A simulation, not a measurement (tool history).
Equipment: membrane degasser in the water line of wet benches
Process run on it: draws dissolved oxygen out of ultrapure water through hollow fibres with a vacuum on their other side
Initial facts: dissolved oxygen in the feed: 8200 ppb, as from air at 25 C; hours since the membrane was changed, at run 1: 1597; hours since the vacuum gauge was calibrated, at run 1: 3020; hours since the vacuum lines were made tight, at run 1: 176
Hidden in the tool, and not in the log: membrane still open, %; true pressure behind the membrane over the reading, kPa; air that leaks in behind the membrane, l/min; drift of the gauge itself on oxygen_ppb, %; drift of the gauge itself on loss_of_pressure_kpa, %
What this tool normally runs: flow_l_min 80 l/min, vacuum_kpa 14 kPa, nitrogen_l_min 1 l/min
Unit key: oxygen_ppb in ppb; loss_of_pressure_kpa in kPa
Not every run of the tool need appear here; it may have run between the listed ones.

run     day  flow_l_min  vacuum_kpa  nitrogen_l_min  hours since the membrane was changed  hours since the vacuum gauge was calibrated  hours since the vacuum lines were made tight  oxygen_ppb  loss_of_pressure_kpa
  1       0          80          14               1                                  1597                                         3020                                           176      1301.7                  66.9
  2   1.946          80          14               1                                  1643                                         3067                                           223      1300.4                 66.93
  3   4.954          80          14               1                                  1716                                         3139                                           295      1304.6                 66.95
  4   8.883         125          14               1                                  1810                                         3234                                           390      1706.9                105.19
  5  11.892         125          14               1                                  1882                                         3306                                           462      1708.4                104.49
  6  13.975          80        14.8               1                                  1932                                         3356                                           512      1386.5                 66.67
  7  16.946          80        19.1               1                                  2003                                         3427                                           583        1805                 67.23
  8  19.192          63        19.1               1                                  2057                                         3481                                           637        1555                 53.06
  9  23.192          80          14               1                                  2153                                         3577                                           733      1305.5                  66.8
 10  25.138          80          14               1                                  2200                                         3624                                           780      1303.5                 67.18
 11  28.938          80          14               1                                  2291                                         3715                                           871      1303.4                  67.2
 12  31.925          80         9.5               1                                  2363                                         3787                                           943       809.1                 67.54
 13  35.075          57          14               1                                  2438                                         3862                                          1018      1044.9                  47.9
 14  37.846          57          14               1                                  2505                                         3929                                          1085      1045.9                  47.9
 15  41.612          57          14               1                                  2595                                         4019                                          1175        1044                 48.43
 16  43.746          76         9.9               1                                  2647                                         4070                                          1226       828.4                 64.04
 17  45.908          76         9.9               1                                  2698                                         4122                                          1278       829.2                 64.41
 18  49.871          68        22.1            2.25                                  2794                                         4217                                          1373      1082.1                 56.92
 19   53.45          77          14            0.97                                  2879                                         4303                                          1459      1299.8                 64.78
 20  56.254          98        12.2               1                                  2947                                         4370                                          1526      1266.5                 82.79
 21  60.683          98        15.9            2.39                                  3053                                         4477                                          1633       964.9                 82.98
 22  62.971          98        15.9            2.39                                  3108                                         4532                                          1688       964.7                 82.75
 23  65.796          80        14.1            2.04                                  3176                                         4600                                          1756       809.4                 67.66
 24  69.617          80        14.1            2.04                                  3267                                         4691                                          1847       811.9                 67.53
 25  74.046          99        23.7            0.69                                  3374                                         4798                                          1954      3006.5                 84.03
 26  78.221          52        26.2             0.5                                  3474                                         4898                                          2054        2786                 44.05
 27  80.829          80          14            1.12                                  3537                                         4960                                          2116      1217.1                 67.77
 28   85.05          80          14            1.12                                  3638                                         5062                                          2218      1220.7                 67.53
 29  87.196          64        21.1               1                                  3689                                         5113                                          2269      1737.9                 54.28

What if the next run were any one of these 3? Each begins from the tool's condition after run 29:
  A  91.167          73        26.7               1                                  3785                                         5208                                          2364           ?                     ?
  B  91.167          69          10            1.19                                  3785                                         5208                                          2364           ?                     ?
  C  91.167          64        21.2            1.31                                  3785                                         5208                                          2364           ?                     ?

run  oxygen_ppb  loss_of_pressure_kpa
  A      2341.4                  62.1
  B       703.3                 58.34
  C      1467.2                 54.11
With the hidden condition removed and each run's random variation left untouched, the same runs would have given:
run  oxygen_ppb  loss_of_pressure_kpa
  A      2323.5                 60.52
  B       680.1                 56.85
  C      1449.6                 52.73
